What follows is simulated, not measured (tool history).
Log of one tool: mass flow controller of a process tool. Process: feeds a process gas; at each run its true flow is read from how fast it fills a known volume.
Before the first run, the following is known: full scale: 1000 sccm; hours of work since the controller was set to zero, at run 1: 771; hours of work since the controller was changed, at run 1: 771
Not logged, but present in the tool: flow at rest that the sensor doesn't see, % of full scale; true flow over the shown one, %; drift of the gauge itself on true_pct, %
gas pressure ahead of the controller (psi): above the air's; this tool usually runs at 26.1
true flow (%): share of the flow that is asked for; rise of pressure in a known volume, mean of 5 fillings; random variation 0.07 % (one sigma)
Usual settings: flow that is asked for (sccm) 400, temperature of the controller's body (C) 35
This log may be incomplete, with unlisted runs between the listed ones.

run	hour	flow that is asked for (sccm)	gas pressure ahead of the controller (psi)	temperature of the controller's body (C)	hours of work since the controller was set to zero	hours of work since the controller was changed	true flow (%)
1	0	400	26.1	35	771	771	98.97
2	111.9	400	26.1	35	821	821	98.93
3	222.6	400	26.1	35	871	871	98.88
4	324.4	400	26.1	32	916	916	98.69
5	437.1	400	26.1	32	967	967	98.78
6	545	400	26.1	32	1015	1015	98.85
7	633.5	400	26.1	32	1054	1054	98.85
8	693.5	400	26.1	32	1081	1081	98.71
9	790.2	400	26.1	35	1124	1124	98.89
10	890.8	203	26.1	35	1169	1169	98.8
11	979.7	203	26.1	35	1209	1209	98.66
12	1050.4	203	26.1	35	1241	1241	98.77
13	1131	203	26.1	35	1277	1277	98.82
14	1188.5	203	26.1	35	1302	1302	98.94
15	1263.5	882	26.1	35	1336	1336	100.31
# hour 1272.1: controller's zero set anew
16	1317.4	400	21.2	35	20	1360	99.28
17	1389.3	267	25.7	35	52	1392	99.04
18	1490.2	267	25.7	35	98	1437	99.1
19	1589	267	25.7	35	142	1481	99.18
20	1640.2	267	25.7	35	165	1504	99.13
# hour 1670.8: controller's zero set anew, once more
21	1728.6	434	26.1	34	26	1543	98.53
22	1778.8	137	24.1	37	48	1566	98.05
23	1876.7	137	24.1	37	92	1610	98.11
24	1933.3	400	33.8	20	117	1635	97.38

Consider 5 possible next runs. They are alternatives, not a sequence: every one starts from the tool as it was left by run 24. What does each give?
A	2018.9	846	26.5	33	156	1673	?
B	2018.9	400	37.3	35	156	1673	?
C	2018.9	215	26.1	27	156	1673	?
D	2018.9	400	30.5	34	156	1673	?
E	2018.9	400	32.9	38	156	1673	?

run	true flow (%)
A	99.81
B	98.12
C	97.59
D	98.25
E	98.51
With the hidden condition removed and each run's random variation left untouched, the same runs would have given:
run	true flow (%)
A	100.09
B	98.35
C	97.74
D	98.49
E	98.75
